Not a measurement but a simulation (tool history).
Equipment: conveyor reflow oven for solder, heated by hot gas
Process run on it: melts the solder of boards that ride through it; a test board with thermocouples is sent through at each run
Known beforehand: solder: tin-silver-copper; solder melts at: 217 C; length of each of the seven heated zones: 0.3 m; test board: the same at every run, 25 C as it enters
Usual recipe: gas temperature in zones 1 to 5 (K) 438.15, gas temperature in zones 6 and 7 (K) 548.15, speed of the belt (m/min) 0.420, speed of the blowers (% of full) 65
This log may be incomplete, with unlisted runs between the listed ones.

run,hour,gas temperature in zones 1 to 5 (K),gas temperature in zones 6 and 7 (K),speed of the belt (m/min),speed of the blowers (% of full),highest temperature of the board (K),time above the solder's melting point (s)
1,0.0,438.15,548.15,0.420,65,529.55,64.5
2,13.3,438.15,548.15,0.420,65,530.55,64.3
3,33.4,436.15,548.15,0.420,65,529.35,63.0
4,44.0,438.15,548.15,0.420,65,529.25,63.8
5,64.1,438.15,548.15,0.420,65,529.65,63.8
6,74.1,438.15,548.15,0.420,65,530.15,63.7
7,83.3,438.15,548.15,0.420,65,529.15,63.4
8,102.1,438.15,548.15,0.420,65,529.15,63.4
9,118.3,438.15,548.15,0.420,65,529.25,63.4
10,138.7,438.15,548.15,0.420,65,528.75,63.8
11,157.6,438.15,548.15,0.420,65,528.85,63.0
12,167.9,438.15,548.15,0.420,60,527.45,62.1
13,188.4,438.15,548.15,0.420,60,527.25,61.1
14,203.3,438.15,548.15,0.420,60,527.75,61.5
15,221.4,438.15,548.15,0.420,60,526.95,61.2
16,236.2,438.15,548.15,0.420,60,526.95,61.4
17,244.7,438.15,548.15,0.420,60,526.35,61.8
18,258.4,437.15,548.15,0.354,60,533.85,80.0
# hour 263.4: thermocouples of zones 6 and 7 changed
19,268.9,438.15,563.15,0.420,61,538.45,69.2
20,289.2,425.15,557.15,0.423,85,534.65,64.2
21,309.3,438.15,541.15,0.420,87,523.15,59.1
22,322.1,438.15,563.15,0.420,82,541.95,72.4
23,331.6,451.15,561.15,0.371,90,547.15,91.1
24,345.0,451.15,561.15,0.371,90,546.85,90.0
25,354.3,445.15,538.15,0.393,72,521.95,65.0
26,366.1,445.15,550.15,0.459,72,526.25,57.6
27,377.7,445.15,550.15,0.459,72,526.35,57.5
28,393.6,431.15,548.15,0.420,64,523.75,56.5
29,406.8,438.15,548.15,0.381,87,532.35,74.0

Forecast each of these 4 alternatives for the next run:
A,425.8,446.15,549.15,0.381,86,?,?
B,425.8,438.15,559.15,0.392,65,?,?
C,425.8,451.15,542.15,0.407,87,?,?
D,425.8,438.15,558.15,0.381,62,?,?

run,highest temperature of the board (K),time above the solder's melting point (s)
A,534.05,77.4
B,536.45,74.5
C,526.95,69.2
D,536.75,76.3
Without the tool's hidden state the same runs would have given:
run,highest temperature of the board (K),time above the solder's melting point (s)
A,538.75,80.3
B,541.95,77.6
C,531.55,72.8
D,542.05,79.4
